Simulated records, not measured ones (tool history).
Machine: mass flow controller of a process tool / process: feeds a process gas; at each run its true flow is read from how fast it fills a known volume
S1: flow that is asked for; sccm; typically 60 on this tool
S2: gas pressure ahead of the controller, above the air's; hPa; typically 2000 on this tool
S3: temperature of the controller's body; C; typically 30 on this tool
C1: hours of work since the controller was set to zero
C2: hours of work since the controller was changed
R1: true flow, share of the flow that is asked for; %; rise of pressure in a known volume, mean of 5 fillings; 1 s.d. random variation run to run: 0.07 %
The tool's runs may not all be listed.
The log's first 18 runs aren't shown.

run,hour,S1,S2,S3,C1,C2,R1
19,4712.1,175,2730,27,2518,10063,99.81
20,5078.1,60,2000,40,2704,10249,98.24
21,5328.7,109,2000,35,2831,10376,99.17
# hour 5387.9: gauge calibrated
22,5623.2,109,2000,39,2981,10526,98.13
23,5937.2,109,2000,39,3140,10685,98.17
24,6263.2,119,2180,21,3306,10851,98.8
25,6537.5,119,2180,21,3445,10990,98.84
26,6712.4,119,2180,21,3534,11079,98.89
27,6904.1,59,2000,38,3631,11176,97.51
28,7312.9,97,2120,32,3839,11384,98.36
29,7482.2,98,2120,20,3925,11470,98.55
30,7817.7,193,2440,23,4095,11640,100.05
31,8133.1,193,1970,24,4256,11801,100.44

Here are 5 independent what-if runs from the current tool condition. What would each one return?
A,8369.5,69,2000,38,4376,11921,?
B,8369.5,60,2320,30,4376,11921,?
C,8369.5,61,2000,30,4376,11921,?
D,8369.5,81,2000,26,4376,11921,?
E,8369.5,60,2000,26,4376,11921,?

run,R1
A,98
B,97.77
C,97.99
D,98.4
E,98.14
Had the tool no hidden state, the same runs would have come out as:
run,R1
A,97.47
B,97.24
C,97.46
D,97.87
E,97.61

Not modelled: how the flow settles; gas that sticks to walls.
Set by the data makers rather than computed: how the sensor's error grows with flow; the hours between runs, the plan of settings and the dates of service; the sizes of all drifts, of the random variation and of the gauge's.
